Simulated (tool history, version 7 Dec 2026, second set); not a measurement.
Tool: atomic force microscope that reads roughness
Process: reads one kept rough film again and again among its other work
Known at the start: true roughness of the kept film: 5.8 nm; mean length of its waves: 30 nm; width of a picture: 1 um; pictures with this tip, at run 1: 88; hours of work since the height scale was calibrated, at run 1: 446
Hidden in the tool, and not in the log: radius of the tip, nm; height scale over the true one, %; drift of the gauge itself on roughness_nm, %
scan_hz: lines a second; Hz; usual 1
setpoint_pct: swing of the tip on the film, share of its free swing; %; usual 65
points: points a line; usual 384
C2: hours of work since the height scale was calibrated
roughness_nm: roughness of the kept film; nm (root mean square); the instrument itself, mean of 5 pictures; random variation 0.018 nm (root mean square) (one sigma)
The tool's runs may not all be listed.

{"run": 1, "hour": 0.0, "scan_hz": 1, "setpoint_pct": 65, "points": 384, "pictures with this tip": 88, "C2": 446, "roughness_nm": 3.795}
{"hour": 28.3, "done": "new tip fitted"}
{"run": 2, "hour": 29.7, "scan_hz": 1, "setpoint_pct": 65, "points": 384, "pictures with this tip": 2, "C2": 466, "roughness_nm": 4.408}
{"run": 3, "hour": 45.6, "scan_hz": 1, "setpoint_pct": 65, "points": 384, "pictures with this tip": 29, "C2": 477, "roughness_nm": 4.204}
{"run": 4, "hour": 65.6, "scan_hz": 1, "setpoint_pct": 65, "points": 384, "pictures with this tip": 64, "C2": 491, "roughness_nm": 3.966}
{"run": 5, "hour": 94.1, "scan_hz": 1, "setpoint_pct": 65, "points": 384, "pictures with this tip": 113, "C2": 511, "roughness_nm": 3.699}
{"hour": 107.5, "done": "new tip fitted"}
{"run": 6, "hour": 120.8, "scan_hz": 1, "setpoint_pct": 65, "points": 384, "pictures with this tip": 23, "C2": 529, "roughness_nm": 4.254}
{"run": 7, "hour": 137.3, "scan_hz": 1, "setpoint_pct": 65, "points": 384, "pictures with this tip": 52, "C2": 540, "roughness_nm": 4.056}
{"run": 8, "hour": 165.9, "scan_hz": 1, "setpoint_pct": 65, "points": 384, "pictures with this tip": 101, "C2": 560, "roughness_nm": 3.797}
{"run": 9, "hour": 184.1, "scan_hz": 1, "setpoint_pct": 65, "points": 384, "pictures with this tip": 132, "C2": 572, "roughness_nm": 3.602}
{"hour": 186.4, "done": "new tip fitted"}
{"run": 10, "hour": 203.4, "scan_hz": 1, "setpoint_pct": 65, "points": 303, "pictures with this tip": 30, "C2": 585, "roughness_nm": 4.256}
{"run": 11, "hour": 228.8, "scan_hz": 1, "setpoint_pct": 65, "points": 692, "pictures with this tip": 73, "C2": 602, "roughness_nm": 4.02}
{"run": 12, "hour": 255.3, "scan_hz": 0.99, "setpoint_pct": 65, "points": 384, "pictures with this tip": 119, "C2": 620, "roughness_nm": 3.691}
{"hour": 264.3, "done": "new tip fitted"}
{"run": 13, "hour": 286.5, "scan_hz": 0.85, "setpoint_pct": 65, "points": 384, "pictures with this tip": 38, "C2": 642, "roughness_nm": 4.197}
{"run": 14, "hour": 300.2, "scan_hz": 0.85, "setpoint_pct": 65, "points": 384, "pictures with this tip": 61, "C2": 651, "roughness_nm": 4.059}
{"run": 15, "hour": 316.7, "scan_hz": 0.85, "setpoint_pct": 65, "points": 384, "pictures with this tip": 90, "C2": 662, "roughness_nm": 3.904}
{"run": 16, "hour": 341.3, "scan_hz": 1, "setpoint_pct": 65, "points": 384, "pictures with this tip": 132, "C2": 679, "roughness_nm": 3.649}
{"hour": 343.9, "done": "new tip fitted"}
{"run": 17, "hour": 364.6, "scan_hz": 1, "setpoint_pct": 65, "points": 384, "pictures with this tip": 36, "C2": 695, "roughness_nm": 4.168}
{"run": 18, "hour": 380.9, "scan_hz": 1, "setpoint_pct": 65, "points": 801, "pictures with this tip": 64, "C2": 706, "roughness_nm": 4.009}
{"run": 19, "hour": 405.4, "scan_hz": 1, "setpoint_pct": 65, "points": 801, "pictures with this tip": 106, "C2": 723, "roughness_nm": 3.87}
{"hour": 422.1, "done": "new tip fitted"}
{"run": 20, "hour": 432.0, "scan_hz": 1, "setpoint_pct": 65, "points": 801, "pictures with this tip": 17, "C2": 741, "roughness_nm": 4.417}
{"hour": 435.1, "done": "height scale calibrated on a step standard"}
{"run": 21, "hour": 449.6, "scan_hz": 1, "setpoint_pct": 60, "points": 384, "pictures with this tip": 46, "C2": 10, "roughness_nm": 4.216}
{"run": 22, "hour": 463.6, "scan_hz": 1, "setpoint_pct": 65, "points": 384, "pictures with this tip": 70, "C2": 20, "roughness_nm": 4.046}
{"run": 23, "hour": 480.6, "scan_hz": 1, "setpoint_pct": 65, "points": 384, "pictures with this tip": 99, "C2": 31, "roughness_nm": 3.858}
{"hour": 501.1, "done": "new tip fitted"}
{"run": 24, "hour": 501.1, "scan_hz": 1, "setpoint_pct": 65, "points": 364, "pictures with this tip": 0, "C2": 45, "roughness_nm": 4.512}
{"run": 25, "hour": 521.6, "scan_hz": 3.1, "setpoint_pct": 65, "points": 364, "pictures with this tip": 36, "C2": 59, "roughness_nm": 3.95}
{"run": 26, "hour": 553.2, "scan_hz": 3.1, "setpoint_pct": 65, "points": 364, "pictures with this tip": 90, "C2": 81, "roughness_nm": 3.604}
{"run": 27, "hour": 566.3, "scan_hz": 3.77, "setpoint_pct": 65, "points": 364, "pictures with this tip": 113, "C2": 90, "roughness_nm": 3.419}
{"hour": 580.3, "done": "new tip fitted"}
{"run": 28, "hour": 586.2, "scan_hz": 1.35, "setpoint_pct": 63, "points": 364, "pictures with this tip": 10, "C2": 103, "roughness_nm": 4.385}
{"hour": 603.2, "done": "height scale calibrated on a step standard, once more"}
{"run": 29, "hour": 605.6, "scan_hz": 1, "setpoint_pct": 75, "points": 318, "pictures with this tip": 42, "C2": 2, "roughness_nm": 3.983}
{"run": 30, "hour": 626.8, "scan_hz": 2.09, "setpoint_pct": 69, "points": 306, "pictures with this tip": 78, "C2": 16, "roughness_nm": 3.68}
{"run": 31, "hour": 641.2, "scan_hz": 2.09, "setpoint_pct": 69, "points": 306, "pictures with this tip": 103, "C2": 26, "roughness_nm": 3.573}
{"hour": 659.1, "done": "new tip fitted"}
{"run": 32, "hour": 672.4, "scan_hz": 2.49, "setpoint_pct": 72, "points": 384, "pictures with this tip": 23, "C2": 47, "roughness_nm": 3.846}
{"run": 33, "hour": 686.6, "scan_hz": 0.58, "setpoint_pct": 65, "points": 752, "pictures with this tip": 48, "C2": 57, "roughness_nm": 4.129}
{"run": 34, "hour": 708.8, "scan_hz": 0.58, "setpoint_pct": 65, "points": 752, "pictures with this tip": 86, "C2": 72, "roughness_nm": 3.906}
{"run": 35, "hour": 730.4, "scan_hz": 1.41, "setpoint_pct": 65, "points": 863, "pictures with this tip": 123, "C2": 87, "roughness_nm": 3.61}
{"hour": 737.5, "done": "new tip fitted"}
{"run": 36, "hour": 762.0, "scan_hz": 3.61, "setpoint_pct": 73, "points": 271, "pictures with this tip": 43, "C2": 108, "roughness_nm": 3.46}
{"run": 37, "hour": 786.9, "scan_hz": 2.86, "setpoint_pct": 63, "points": 759, "pictures with this tip": 86, "C2": 125, "roughness_nm": 3.612}
{"run": 38, "hour": 809.9, "scan_hz": 2.86, "setpoint_pct": 63, "points": 759, "pictures with this tip": 125, "C2": 141, "roughness_nm": 3.414}
{"hour": 815.1, "done": "new tip fitted"}
{"run": 39, "hour": 839.0, "scan_hz": 0.96, "setpoint_pct": 60, "points": 265, "pictures with this tip": 42, "C2": 161, "roughness_nm": 4.143}
{"run": 40, "hour": 862.2, "scan_hz": 0.6, "setpoint_pct": 62, "points": 656, "pictures with this tip": 81, "C2": 177, "roughness_nm": 3.962}
{"run": 41, "hour": 886.1, "scan_hz": 1.31, "setpoint_pct": 65, "points": 279, "pictures with this tip": 123, "C2": 193, "roughness_nm": 3.553}
{"hour": 893.7, "done": "new tip fitted"}
{"run": 42, "hour": 901.7, "scan_hz": 1.38, "setpoint_pct": 65, "points": 279, "pictures with this tip": 14, "C2": 203, "roughness_nm": 4.206}
{"run": 43, "hour": 914.9, "scan_hz": 0.63, "setpoint_pct": 83, "points": 465, "pictures with this tip": 36, "C2": 212, "roughness_nm": 4.057}
{"run": 44, "hour": 937.2, "scan_hz": 3.55, "setpoint_pct": 56, "points": 574, "pictures with this tip": 75, "C2": 228, "roughness_nm": 3.794}
{"run": 45, "hour": 955.7, "scan_hz": 3.55, "setpoint_pct": 56, "points": 574, "pictures with this tip": 107, "C2": 240, "roughness_nm": 3.621}
{"hour": 971.2, "done": "new tip fitted"}
{"run": 46, "hour": 982.6, "scan_hz": 1.31, "setpoint_pct": 65, "points": 384, "pictures with this tip": 19, "C2": 258, "roughness_nm": 4.216}
{"run": 47, "hour": 1012.3, "scan_hz": 1.31, "setpoint_pct": 65, "points": 384, "pictures with this tip": 70, "C2": 279, "roughness_nm": 3.939}
{"run": 48, "hour": 1025.2, "scan_hz": 1.31, "setpoint_pct": 65, "points": 384, "pictures with this tip": 93, "C2": 288, "roughness_nm": 3.794}
{"run": 49, "hour": 1047.3, "scan_hz": 1.64, "setpoint_pct": 77, "points": 498, "pictures with this tip": 131, "C2": 303, "roughness_nm": 3.362}
{"hour": 1049.4, "done": "new tip fitted"}
{"run": 50, "hour": 1078.8, "scan_hz": 1.64, "setpoint_pct": 77, "points": 498, "pictures with this tip": 51, "C2": 324, "roughness_nm": 3.774}
{"run": 51, "hour": 1108.1, "scan_hz": 1, "setpoint_pct": 71, "points": 459, "pictures with this tip": 102, "C2": 344, "roughness_nm": 3.709}
{"hour": 1127.3, "done": "new tip fitted"}
{"run": 52, "hour": 1127.3, "scan_hz": 3.39, "setpoint_pct": 71, "points": 1005, "pictures with this tip": 0, "C2": 357, "roughness_nm": 3.877}

Hidden state at the last listed run before each entry between runs and at the first one after, where it differs:
Between runs 1 and 2: new tip fitted (hour 28.3)
  radius of the tip, nm: 19 -> 10.7; height scale over the true one, %: 1.15 -> 1.19
  measured less the result without the state, roughness_nm: -0.64 -> -0.012 nm (root mean square)
Between runs 5 and 6: new tip fitted (hour 107.5)
  radius of the tip, nm: 20.4 -> 12.7; height scale over the true one, %: 1.3 -> 1.34
  measured less the result without the state, roughness_nm: -0.722 -> -0.171 nm (root mean square)
Between runs 9 and 10: new tip fitted (hour 186.4)
  radius of the tip, nm: 21.9 -> 12.7; height scale over the true one, %: 1.44 -> 1.47
  measured less the result without the state, roughness_nm: -0.809 -> -0.166 nm (root mean square)
Between runs 12 and 13: new tip fitted (hour 264.3)
  radius of the tip, nm: 20.6 -> 13.3; height scale over the true one, %: 1.55 -> 1.6
  measured less the result without the state, roughness_nm: -0.723 -> -0.212 nm (root mean square)
Between runs 16 and 17: new tip fitted (hour 343.9)
  radius of the tip, nm: 21.7 -> 13.6; height scale over the true one, %: 1.69 -> 1.73
  measured less the result without the state, roughness_nm: -0.79 -> -0.225 nm (root mean square)
Between runs 19 and 20: new tip fitted (hour 422.1)
  radius of the tip, nm: 19 -> 11.5; height scale over the true one, %: 1.8 -> 1.84
  measured less the result without the state, roughness_nm: -0.626 -> -0.049 nm (root mean square)
Between runs 20 and 21: height scale calibrated on a step standard (hour 435.1)
  radius of the tip, nm: 11.5 -> 14.2; height scale over the true one, %: 1.84 -> 2.5
  measured less the result without the state, roughness_nm: -0.049 -> -0.247 nm (root mean square)
Between runs 23 and 24: new tip fitted (hour 501.1)
  radius of the tip, nm: 18.4 -> 10.1; height scale over the true one, %: 2.55 -> 2.58
  measured less the result without the state, roughness_nm: -0.547 -> +0.108 nm (root mean square)
Between runs 27 and 28: new tip fitted (hour 580.3)
  radius of the tip, nm: 20 -> 11.2; height scale over the true one, %: 2.68 -> 2.71
  measured less the result without the state, roughness_nm: -0.584 -> +0.012 nm (root mean square)
Between runs 28 and 29: height scale calibrated on a step standard, once more (hour 603.2)
  radius of the tip, nm: 11.2 -> 13.8; height scale over the true one, %: 2.71 -> 0.06
  measured less the result without the state, roughness_nm: +0.012 -> -0.301 nm (root mean square)
Between runs 31 and 32: new tip fitted (hour 659.1)
  radius of the tip, nm: 18.6 -> 12.6; height scale over the true one, %: 0.11 -> 0.16
  measured less the result without the state, roughness_nm: -0.619 -> -0.195 nm (root mean square)
Between runs 35 and 36: new tip fitted (hour 737.5)
  radius of the tip, nm: 20.8 -> 14.6; height scale over the true one, %: 0.25 -> 0.3
  measured less the result without the state, roughness_nm: -0.782 -> -0.313 nm (root mean square)
Between runs 38 and 39: new tip fitted (hour 815.1)
  radius of the tip, nm: 21.7 -> 13.7; height scale over the true one, %: 0.37 -> 0.42
  measured less the result without the state, roughness_nm: -0.793 -> -0.293 nm (root mean square)
Between runs 41 and 42: new tip fitted (hour 893.7)
  radius of the tip, nm: 21 -> 11.6; height scale over the true one, %: 0.5 -> 0.52
  measured less the result without the state, roughness_nm: -0.769 -> -0.114 nm (root mean square)
Between runs 45 and 46: new tip fitted (hour 971.2)
  radius of the tip, nm: 19.2 -> 12.1; height scale over the true one, %: 0.61 -> 0.65
  measured less the result without the state, roughness_nm: -0.649 -> -0.148 nm (root mean square)
Between runs 49 and 50: new tip fitted (hour 1049.4)
  radius of the tip, nm: 21.3 -> 14.6; height scale over the true one, %: 0.75 -> 0.8
  measured less the result without the state, roughness_nm: -0.738 -> -0.319 nm (root mean square)
Between runs 51 and 52: new tip fitted (hour 1127.3)
  radius of the tip, nm: 18.9 -> 10.4; height scale over the true one, %: 0.85 -> 0.89
  measured less the result without the state, roughness_nm: -0.629 -> +0.004 nm (root mean square)
